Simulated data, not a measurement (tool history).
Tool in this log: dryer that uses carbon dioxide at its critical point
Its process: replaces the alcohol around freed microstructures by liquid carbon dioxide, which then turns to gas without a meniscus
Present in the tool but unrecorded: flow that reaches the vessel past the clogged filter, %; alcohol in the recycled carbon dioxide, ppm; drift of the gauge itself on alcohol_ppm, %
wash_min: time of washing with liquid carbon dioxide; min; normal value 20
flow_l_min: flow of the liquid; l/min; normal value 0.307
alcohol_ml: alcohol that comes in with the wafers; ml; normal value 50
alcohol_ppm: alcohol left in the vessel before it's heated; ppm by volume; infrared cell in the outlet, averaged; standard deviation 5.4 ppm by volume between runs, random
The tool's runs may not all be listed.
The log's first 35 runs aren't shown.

run    hour  wash_min  flow_l_min  alcohol_ml  hours of work since the filter was changed  hours of work since the purifier's bed was changed  alcohol_ppm
 36   853.8        24       0.360          57                                         101                                                 981           90
 37   867.9        20       0.307          27                                         108                                                 988          170
 38   893.4        20       0.343          50                                         122                                                1002          159
 39   916.3        20       0.343          50                                         134                                                1014          161
 40   931.4        14       0.343          70                                         142                                                1022          878
 41   954.9        20       0.381          32                                         154                                                1034           94
 42   977.2        23       0.414          74                                         166                                                1046           88
 43   997.7        19       0.201          55                                         177                                                1056         1726
 44  1015.4        22       0.325          41                                         186                                                1066          124
 45  1030.0        20       0.307          83                                         194                                                1073          372
 46  1056.0        14       0.307          97                                         207                                                1087         1984
 47  1076.7        14       0.267         110                                         218                                                1098         3710
 48  1091.1        32       0.252          67                                         226                                                1106          131

Predict each of these 3 candidate next runs independently; none follows another, all start after run 48:
  A  1118.3        27       0.307         112                                         240                                                1120            ?
  B  1118.3        15       0.307          50                                         240                                                1120            ?
  C  1118.3        19       0.472          24                                         240                                                1120            ?

run  alcohol_ppm
  A          145
  B          841
  C           94
With the hidden condition removed and each run's random variation left untouched, the same runs would have given:
run  alcohol_ppm
  A           44
  B          583
  C           11

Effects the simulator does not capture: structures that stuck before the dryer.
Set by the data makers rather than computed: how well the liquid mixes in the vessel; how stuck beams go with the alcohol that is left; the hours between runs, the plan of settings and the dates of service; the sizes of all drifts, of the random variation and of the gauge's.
